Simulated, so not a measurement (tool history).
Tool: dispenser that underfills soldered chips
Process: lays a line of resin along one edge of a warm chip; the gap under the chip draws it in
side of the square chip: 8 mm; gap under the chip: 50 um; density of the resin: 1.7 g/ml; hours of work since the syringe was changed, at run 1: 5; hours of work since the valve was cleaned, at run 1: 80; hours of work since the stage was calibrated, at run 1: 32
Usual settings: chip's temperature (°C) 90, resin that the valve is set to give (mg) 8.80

| run | hour | chip's temperature (°C) | resin that the valve is set to give (mg) | hours of work since the syringe was changed | hours of work since the valve was cleaned | hours of work since the stage was calibrated | time until the resin shows at the far edge (s) | resin that the valve gave (mg) |
|---|---|---|---|---|---|---|---|---|
| 1 | 0.0 | 90 | 8.80 | 5 | 80 | 32 | 31.3 | 8.34 |
|  | 1.3 | new syringe of resin |
|  | 9.8 | new syringe of resin |
| 2 | 13.4 | 90 | 8.80 | 3 | 89 | 41 | 26.3 | 8.26 |
|  | 18.0 | new syringe of resin |
|  | 26.0 | new syringe of resin |
| 3 | 27.1 | 90 | 8.80 | 1 | 99 | 51 | 23.8 | 8.10 |
|  | 35.0 | new syringe of resin |
| 4 | 38.4 | 99 | 8.80 | 3 | 107 | 59 | 20.0 | 8.08 |
|  | 43.7 | new syringe of resin |
| 5 | 50.5 | 90 | 7.62 | 5 | 116 | 68 | 31.3 | 6.94 |
|  | 52.2 | new syringe of resin |
|  | 55.1 | dispensing valve cleaned and set on the balance |
|  | 61.9 | new syringe of resin |
| 6 | 64.3 | 90 | 7.62 | 2 | 7 | 77 | 24.1 | 7.65 |
|  | 70.6 | new syringe of resin |
|  | 78.7 | new syringe of resin |
| 7 | 79.2 | 90 | 7.62 | 0 | 17 | 88 | 22.6 | 7.47 |
|  | 87.1 | new syringe of resin |
| 8 | 90.6 | 90 | 7.62 | 3 | 26 | 96 | 26.2 | 7.49 |
|  | 95.0 | new syringe of resin |
| 9 | 98.2 | 90 | 7.62 | 2 | 31 | 102 | 26.4 | 7.38 |
|  | 103.4 | new syringe of resin |
| 10 | 104.7 | 90 | 7.62 | 1 | 36 | 106 | 24.3 | 7.41 |
|  | 112.1 | new syringe of resin |
| 11 | 114.1 | 90 | 7.62 | 2 | 43 | 113 | 24.6 | 7.41 |
|  | 120.7 | new syringe of resin |
| 12 | 123.2 | 79 | 9.98 | 2 | 49 | 120 | 34.3 | 9.68 |
|  | 129.9 | new syringe of resin |
| 13 | 132.8 | 79 | 9.98 | 2 | 56 | 127 | 34.0 | 9.51 |
|  | 138.3 | new syringe of resin |
| 14 | 140.1 | 95 | 9.90 | 1 | 61 | 132 | 20.6 | 9.44 |
|  | 146.8 | new syringe of resin |
| 15 | 150.8 | 101 | 10.84 | 3 | 69 | 140 | 20.3 | 10.38 |
|  | 154.8 | new syringe of resin |
| 16 | 162.1 | 89 | 8.51 | 5 | 77 | 148 | 32.5 | 8.05 |
|  | 163.3 | new syringe of resin |
|  | 171.3 | new syringe of resin |
| 17 | 175.9 | 89 | 8.51 | 3 | 87 | 158 | 28.9 | 8.01 |
|  | 179.6 | new syringe of resin |
| 18 | 184.0 | 84 | 9.11 | 3 | 93 | 164 | 32.5 | 8.51 |
|  | 188.2 | new syringe of resin |
|  | 196.5 | new syringe of resin |
| 19 | 196.5 | 95 | 8.79 | 0 | 102 | 172 | 19.5 | 8.24 |
|  | 205.1 | new syringe of resin |
| 20 | 211.3 | 82 | 10.34 | 5 | 113 | 183 | 37.4 | 9.53 |
|  | 213.2 | new syringe of resin |
|  | 221.0 | dispensing valve cleaned and set on the balance |
|  | 222.4 | new syringe of resin |
| 21 | 225.9 | 98 | 11.36 | 3 | 3 | 193 | 21.1 | 11.35 |
|  | 230.9 | new syringe of resin |
| 22 | 235.0 | 90 | 9.26 | 3 | 10 | 200 | 26.3 | 9.20 |

3 ways to go on from here, each from the tool as it stands after run 22. What would each give?
|  | 239.4 | new syringe of resin |
| A | 241.7 | 90 | 10.07 | 2 | 15 | 204 | ? | ? |
|  | 239.4 | new syringe of resin |
| B | 241.7 | 101 | 10.40 | 2 | 15 | 204 | ? | ? |
|  | 239.4 | new syringe of resin |
| C | 241.7 | 90 | 9.87 | 2 | 15 | 204 | ? | ? |

| run | time until the resin shows at the far edge (s) | resin that the valve gave (mg) |
|---|---|---|
| A | 25.1 | 10.02 |
| B | 19.1 | 10.33 |
| C | 24.9 | 9.74 |
Without the tool's hidden state the same runs would have given:
| run | time until the resin shows at the far edge (s) | resin that the valve gave (mg) |
|---|---|---|
| A | 21.4 | 10.11 |
| B | 16.4 | 10.42 |
| C | 21.2 | 9.83 |

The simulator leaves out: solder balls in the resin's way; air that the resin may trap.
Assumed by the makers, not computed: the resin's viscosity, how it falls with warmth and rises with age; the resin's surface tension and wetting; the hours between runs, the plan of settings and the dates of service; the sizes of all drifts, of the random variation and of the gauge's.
